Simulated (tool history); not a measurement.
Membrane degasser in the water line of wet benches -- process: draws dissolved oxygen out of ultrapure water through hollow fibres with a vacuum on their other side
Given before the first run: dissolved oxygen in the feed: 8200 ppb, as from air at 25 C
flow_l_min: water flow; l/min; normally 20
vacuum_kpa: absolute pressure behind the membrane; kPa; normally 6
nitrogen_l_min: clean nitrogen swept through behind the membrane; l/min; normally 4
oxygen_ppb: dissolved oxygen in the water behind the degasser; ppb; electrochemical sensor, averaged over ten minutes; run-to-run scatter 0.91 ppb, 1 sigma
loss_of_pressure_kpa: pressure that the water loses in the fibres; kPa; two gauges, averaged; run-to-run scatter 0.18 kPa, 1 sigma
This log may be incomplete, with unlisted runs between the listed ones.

| run | hour | flow_l_min | vacuum_kpa | nitrogen_l_min | oxygen_ppb | loss_of_pressure_kpa |
|---|---|---|---|---|---|---|
| 1 | 0 | 20 | 6 | 4 | 91.5 | 34.87 |
| 2 | 180.7 | 20 | 6 | 4 | 90 | 35.38 |
|  | 300.9 | vacuum gauge calibrated |
| 3 | 472 | 20 | 4.67 | 4 | 72.6 | 35.35 |
| 4 | 659.3 | 20 | 4.67 | 4 | 74.7 | 35.54 |
| 5 | 827.3 | 20 | 4.67 | 4 | 73.8 | 35.63 |
| 6 | 1102.3 | 20 | 4.67 | 4 | 75.1 | 35.6 |
| 7 | 1310.2 | 20 | 6 | 10.51 | 72.8 | 35.43 |
| 8 | 1486.4 | 20 | 6 | 10.51 | 71.7 | 35.77 |
|  | 1767 | seals of the vacuum lines changed |
| 9 | 1808.5 | 20 | 6 | 4 | 93.6 | 35.99 |
| 10 | 1969.1 | 24 | 6 | 4 | 123.9 | 42.98 |
| 11 | 2276.5 | 24 | 6 | 4 | 121.9 | 42.48 |
| 12 | 2445 | 24 | 6 | 4 | 125.1 | 42.99 |
| 13 | 2729.3 | 20 | 6 | 4 | 94.3 | 36.16 |
| 14 | 2928.4 | 20 | 6 | 2.65 | 110.6 | 36.43 |
| 15 | 3215.8 | 20 | 6 | 1.61 | 143.6 | 36.48 |
| 16 | 3423 | 20 | 6 | 1.61 | 144.1 | 35.79 |
| 17 | 3648.9 | 20 | 6 | 1.61 | 143.8 | 36.28 |
| 18 | 3874.1 | 26 | 6 | 8.57 | 123.4 | 46.9 |
| 19 | 4086.2 | 18 | 4 | 8.57 | 56.8 | 32.59 |
|  | 4111.9 | vacuum gauge calibrated |
| 20 | 4229.4 | 20 | 4.93 | 9.25 | 73.3 | 36.4 |
| 21 | 4418.7 | 26 | 4.04 | 1.99 | 125.5 | 47.36 |
| 22 | 4708.6 | 16 | 6.03 | 6.23 | 61.7 | 29.4 |
| 23 | 4909 | 20 | 6.66 | 4 | 106.7 | 36.66 |
| 24 | 5054.4 | 21 | 4 | 11.47 | 75.7 | 38.27 |
| 25 | 5346.6 | 16 | 8.43 | 4 | 95.7 | 29.37 |
| 26 | 5671.9 | 16 | 8.43 | 4 | 96.1 | 29.44 |
| 27 | 5995.2 | 26 | 12.71 | 11.52 | 161.1 | 48.22 |
| 28 | 6159.4 | 20 | 8.43 | 7.32 | 103.9 | 37.48 |
| 29 | 6367.3 | 20 | 8.43 | 7.44 | 105.7 | 37.2 |
| 30 | 6672.8 | 20 | 7.43 | 4 | 121.4 | 37.3 |

What will run 31 give?
| 31 | 6833.5 | 12 | 5.03 | 8.84 | ? | ? |

{"run 31": {"oxygen_ppb": 33.3, "loss_of_pressure_kpa": 22.22}}
Without the tool's hidden state the same run would have given oxygen_ppb 24.7 ppb, loss_of_pressure_kpa 20.87 kPa.
